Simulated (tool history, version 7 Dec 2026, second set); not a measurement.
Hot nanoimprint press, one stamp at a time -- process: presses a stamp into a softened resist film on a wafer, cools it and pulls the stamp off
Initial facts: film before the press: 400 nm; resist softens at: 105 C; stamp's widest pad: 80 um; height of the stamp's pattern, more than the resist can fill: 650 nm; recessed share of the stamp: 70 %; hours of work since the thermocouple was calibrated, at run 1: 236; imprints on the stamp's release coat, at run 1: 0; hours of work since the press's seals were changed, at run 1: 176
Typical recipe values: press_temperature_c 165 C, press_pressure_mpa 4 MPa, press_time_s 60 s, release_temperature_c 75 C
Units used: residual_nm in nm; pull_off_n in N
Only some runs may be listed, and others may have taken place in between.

run,hour,press_temperature_c,press_pressure_mpa,press_time_s,release_temperature_c,hours of work since the thermocouple was calibrated,imprints on the stamp's release coat,hours of work since the press's seals were changed,residual_nm,pull_off_n
1,0,165,4,60,75,236,0,176,186.6,101
2,10.1,165,4,60,75,242,37,181,185.9,103
3,30,165,4,60,75,252,110,191,186.3,105
4,43.7,165,4,60,75,259,160,198,187.2,105
5,61.9,165,4,60,75,268,227,207,186.8,110
# hour 76.1: plate thermocouple calibrated
6,86.1,165,4,60,75,5,305,218,196.9,112
7,108.5,165,4,60,75,17,387,230,197.3,118
8,118.6,165,4,60,75,22,424,235,198.9,113
# hour 124.6: plate thermocouple calibrated, once more
9,139.7,165,5.47,60,75,8,490,244,155.5,113
10,154,165,4,60,75,15,543,252,178,114
11,174.5,165,4,60,75,26,618,262,177.9,117
12,195.3,165,4,60,75,36,694,273,181.5,120
13,210.2,165,4,60,75,44,749,280,178.6,123
14,219.6,165,4,67,75,49,783,285,171.7,123
# hour 237.2: stamp cleaned and given a new release coat
15,243.7,165,4,67,75,58,24,295,172.7,100
16,260.7,165,4,67,75,67,86,303,173.6,103
17,276.5,176,5.38,67,75,75,144,311,77.5,105
18,291.3,165,3.87,102,75,83,198,319,149.8,107
19,313.2,165,4.23,97,75,94,278,330,145.7,107

Run 20 is up next; what results do you expect?
20,331.3,165,4.23,97,75,103,345,340,?,?

{"run 20": {"residual_nm": 146.4, "pull_off_n": 113}}
With the hidden condition absent and the run-to-run variation left alone, this run would have shown residual_nm 139.9 nm, pull_off_n 102 N.
